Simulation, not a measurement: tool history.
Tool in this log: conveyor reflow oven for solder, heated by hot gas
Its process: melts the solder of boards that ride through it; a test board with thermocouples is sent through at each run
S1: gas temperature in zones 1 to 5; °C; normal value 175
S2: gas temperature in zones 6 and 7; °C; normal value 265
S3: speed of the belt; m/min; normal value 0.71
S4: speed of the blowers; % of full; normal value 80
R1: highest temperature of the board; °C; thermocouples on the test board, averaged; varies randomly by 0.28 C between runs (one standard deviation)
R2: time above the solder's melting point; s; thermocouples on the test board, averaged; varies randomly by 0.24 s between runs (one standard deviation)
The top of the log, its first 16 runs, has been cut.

| run | hour | S1 | S2 | S3 | S4 | R1 | R2 |
|---|---|---|---|---|---|---|---|
| 17 | 479.6 | 175 | 265 | 0.584 | 82 | 257 | 67.4 |
| 18 | 519.7 | 175 | 265 | 0.584 | 82 | 256.6 | 67 |
| 19 | 551.8 | 161 | 265 | 0.71 | 54 | 243.3 | 39.1 |
| 20 | 592.8 | 161 | 265 | 0.71 | 60 | 244.8 | 41 |
| 21 | 615.6 | 162 | 279 | 0.811 | 59 | 251 | 38.6 |
| 22 | 645.9 | 168 | 265 | 0.71 | 56 | 245 | 42.8 |
| 23 | 668.3 | 175 | 268 | 0.71 | 80 | 255.5 | 52.5 |
| 24 | 712.5 | 175 | 268 | 0.744 | 80 | 253.5 | 48.7 |
| 25 | 731 | 175 | 268 | 0.744 | 80 | 253.9 | 49 |
|  | 755.2 | flux residue cleaned out of gas plates and filters |
| 26 | 766.1 | 175 | 268 | 0.744 | 80 | 253.5 | 49.5 |
| 27 | 803.9 | 182 | 263 | 0.71 | 52 | 245.3 | 47.3 |
| 28 | 833.9 | 186 | 263 | 0.686 | 52 | 247.8 | 52.3 |
| 29 | 871.4 | 184 | 255 | 0.724 | 72 | 243 | 46.9 |
| 30 | 894.4 | 164 | 274 | 0.724 | 72 | 256 | 49.1 |
| 31 | 920.7 | 175 | 257 | 0.804 | 80 | 241.7 | 37.7 |
| 32 | 943.9 | 175 | 257 | 0.804 | 80 | 241.3 | 37.9 |

3 options for the next run, each taken on its own from the tool as it stands now. Forecast them:
| A | 978.2 | 166 | 257 | 0.71 | 80 | ? | ? |
| B | 978.2 | 175 | 273 | 0.71 | 65 | ? | ? |
| C | 978.2 | 175 | 265 | 0.641 | 80 | ? | ? |

| run | R1 | R2 |
|---|---|---|
| A | 243.5 | 43.2 |
| B | 255.7 | 52.9 |
| C | 254.1 | 59.5 |
Without the tool's unlogged condition, the same runs would have read:
| run | R1 | R2 |
|---|---|---|
| A | 243.5 | 43.2 |
| B | 255.7 | 52.9 |
| C | 254.2 | 59.5 |
